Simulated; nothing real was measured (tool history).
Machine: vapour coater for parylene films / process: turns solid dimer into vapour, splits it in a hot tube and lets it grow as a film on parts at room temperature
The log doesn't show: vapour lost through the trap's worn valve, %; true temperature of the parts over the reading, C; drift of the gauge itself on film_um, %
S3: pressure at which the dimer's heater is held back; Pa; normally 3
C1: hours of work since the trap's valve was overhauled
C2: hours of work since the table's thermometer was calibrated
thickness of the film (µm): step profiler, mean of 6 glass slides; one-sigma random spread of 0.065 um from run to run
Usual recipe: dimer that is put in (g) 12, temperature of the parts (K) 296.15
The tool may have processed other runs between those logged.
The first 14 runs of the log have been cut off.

run 15 day=17.754 | dimer_that_is_put_in_(g)=12 temperature_of_the_parts_(K)=296.15 S3=10.29 | C1=271 C2=278 | thickness_of_the_film_(µm)=5.79
run 16 day=19.279 | dimer_that_is_put_in_(g)=12 temperature_of_the_parts_(K)=308.15 S3=3 | C1=300 C2=308 | thickness_of_the_film_(µm)=4.63
run 17 day=20.996 | dimer_that_is_put_in_(g)=12 temperature_of_the_parts_(K)=308.15 S3=3 | C1=334 C2=341 | thickness_of_the_film_(µm)=4.59
run 18 day=22.004 | dimer_that_is_put_in_(g)=10 temperature_of_the_parts_(K)=289.15 S3=3.55 | C1=353 C2=361 | thickness_of_the_film_(µm)=7.33
run 19 day=23.483 | dimer_that_is_put_in_(g)=12 temperature_of_the_parts_(K)=303.15 S3=2.77 | C1=382 C2=389 | thickness_of_the_film_(µm)=5.89
-- day=23.938 trap's valve overhauled
run 20 day=24.854 | dimer_that_is_put_in_(g)=16 temperature_of_the_parts_(K)=298.15 S3=7.56 | C1=18 C2=413 | thickness_of_the_film_(µm)=7.7
run 21 day=26.179 | dimer_that_is_put_in_(g)=16 temperature_of_the_parts_(K)=298.15 S3=7.56 | C1=44 C2=439 | thickness_of_the_film_(µm)=7.66
run 22 day=27.179 | dimer_that_is_put_in_(g)=22 temperature_of_the_parts_(K)=305.15 S3=5.2 | C1=63 C2=458 | thickness_of_the_film_(µm)=8.54
run 23 day=28 | dimer_that_is_put_in_(g)=6 temperature_of_the_parts_(K)=298.15 S3=3 | C1=79 C2=474 | thickness_of_the_film_(µm)=3.54
run 24 day=29.262 | dimer_that_is_put_in_(g)=10 temperature_of_the_parts_(K)=298.15 S3=3 | C1=104 C2=499 | thickness_of_the_film_(µm)=5.99
run 25 day=30.112 | dimer_that_is_put_in_(g)=10 temperature_of_the_parts_(K)=298.15 S3=3 | C1=120 C2=515 | thickness_of_the_film_(µm)=5.97
run 26 day=31.342 | dimer_that_is_put_in_(g)=15 temperature_of_the_parts_(K)=304.15 S3=3 | C1=144 C2=539 | thickness_of_the_film_(µm)=6.84
run 27 day=32.688 | dimer_that_is_put_in_(g)=5 temperature_of_the_parts_(K)=296.15 S3=3.27 | C1=170 C2=565 | thickness_of_the_film_(µm)=3.14
run 28 day=34.367 | dimer_that_is_put_in_(g)=5 temperature_of_the_parts_(K)=296.15 S3=3.27 | C1=203 C2=598 | thickness_of_the_film_(µm)=3.19

What does the tool deliver on the next run?
run 29 day=35.396 | dimer_that_is_put_in_(g)=11 temperature_of_the_parts_(K)=289.15 S3=3 | C1=223 C2=618 | thickness_of_the_film_(µm)=?

{"run 29": {"thickness of the film (µm)": 8.11}}
Take away the tool's hidden state, keep the run-to-run variation as it was, and the same run would have given thickness of the film (µm) 8.12.
